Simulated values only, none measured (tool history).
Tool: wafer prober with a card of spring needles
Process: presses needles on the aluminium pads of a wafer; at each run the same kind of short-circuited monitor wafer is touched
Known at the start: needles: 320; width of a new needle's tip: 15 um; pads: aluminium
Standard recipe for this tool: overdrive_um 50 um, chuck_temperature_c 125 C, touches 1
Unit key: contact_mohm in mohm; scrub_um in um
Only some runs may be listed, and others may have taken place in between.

run,hour,overdrive_um,chuck_temperature_c,touches,contact_mohm,scrub_um
1,0.0,50,125,1,292,11.61
# hour 7.9: tips cleaned on abrasive film
2,12.9,50,125,1,271,11.59
# hour 24.9: tips cleaned on abrasive film
3,33.4,50,125,1,304,11.57
# hour 41.4: tips cleaned on abrasive film
4,46.2,50,125,1,274,11.56
# hour 57.3: tips cleaned on abrasive film
5,62.8,50,125,1,273,11.52
# hour 72.4: tips cleaned on abrasive film
6,79.6,50,125,1,290,11.54
# hour 88.2: tips cleaned on abrasive film
7,96.6,50,125,1,306,11.48
# hour 103.4: tips cleaned on abrasive film
8,110.5,50,125,1,299,11.50
# hour 118.3: tips cleaned on abrasive film
9,129.2,50,125,1,325,11.48
# hour 134.4: tips cleaned on abrasive film
10,140.3,50,125,2,247,11.46
# hour 150.2: tips cleaned on abrasive film
11,156.6,49,125,1,295,11.18
# hour 165.3: tips cleaned on abrasive film
# hour 180.1: height of the first contact set anew
# hour 180.6: tips cleaned on abrasive film
12,180.6,50,125,1,196,11.59
# hour 195.7: tips cleaned on abrasive film
13,199.5,50,125,1,263,11.55
# hour 210.9: tips cleaned on abrasive film
14,212.0,50,125,2,209,11.57
15,222.7,50,125,2,276,11.59
# hour 226.9: tips cleaned on abrasive film
16,234.1,50,125,2,252,11.56

The next listed run, before its measurement:
# hour 243.0: tips cleaned on abrasive film
17,245.5,50,63,2,?,?

contact_mohm: 209 mohm
scrub_um: 11.52 um
With no hidden state in the tool, this same run would have given contact_mohm 170 mohm, scrub_um 11.59 um.
